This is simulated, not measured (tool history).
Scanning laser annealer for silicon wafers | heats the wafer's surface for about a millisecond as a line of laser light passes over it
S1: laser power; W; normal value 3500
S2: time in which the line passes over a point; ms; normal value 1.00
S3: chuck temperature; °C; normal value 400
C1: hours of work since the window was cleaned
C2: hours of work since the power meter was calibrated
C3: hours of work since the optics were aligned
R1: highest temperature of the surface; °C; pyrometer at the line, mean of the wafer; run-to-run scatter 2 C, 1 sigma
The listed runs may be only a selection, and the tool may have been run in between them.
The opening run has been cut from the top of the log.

run   hour    S1    S2   S3   C1    C2   C3    R1
  2   29.4  3500  1.00  400   22   898  288  1244
  3   74.9  3500  1.00  400   56   932  322  1249
  4  101.5  3500  1.00  400   76   952  342  1245
  5  140.3  3697  1.00  400  105   981  371  1302
  6  176.2  3500  1.00  400  132  1008  398  1240
  7  220.3  3500  1.00  400  165  1040  431  1237
  8  243.0  3500  1.00  400  182  1057  448  1235
  9  266.1  3500  1.00  400  199  1075  465  1233
 10  315.7  3500  1.00  400  236  1112  502  1231
 11  362.5  3500  1.00  400  271  1147  537  1228
 12  396.1  3500  1.00  400  296  1172  562  1227
 13  444.6  3500  1.00  400  332  1208  598  1225
 14  480.7  3500  1.00  400  359  1235  625  1229
 15  514.7  3500  1.00  400  385  1260  651  1222
 16  553.1  3500  1.00  400  413  1289  679  1222
 17  581.0  3500  1.00  400  434  1310  700  1219
 18  606.1  3500  1.00  400  453  1329  719  1219
     612.5  -- laser's power meter calibrated
 19  646.1  3500  1.00  400  481    25  747  1222
 20  673.8  3626  1.00  400  501    46  767  1256
 21  703.4  3248  1.00  396  523    68  790  1139
 22  727.7  3248  1.00  396  542    86  808  1137
 23  771.4  2978  0.93  368  574   119  840  1001
 24  813.4  3485  1.25  368  606   150  872  1289
     845.1  -- laser's power meter calibrated, once more
 25  845.1  3485  1.25  368  627     0  893  1273
     850.5  -- window over the wafer cleaned
 26  887.3  3500  0.91  400   28    30  923  1184

For run 27, what comes out?
 27  936.3  3254  0.86  381  64  67  960   ?

R1: 1070 °C
If the tool had no hidden condition, the same run with the same run-to-run variation would have returned R1 1086 °C.

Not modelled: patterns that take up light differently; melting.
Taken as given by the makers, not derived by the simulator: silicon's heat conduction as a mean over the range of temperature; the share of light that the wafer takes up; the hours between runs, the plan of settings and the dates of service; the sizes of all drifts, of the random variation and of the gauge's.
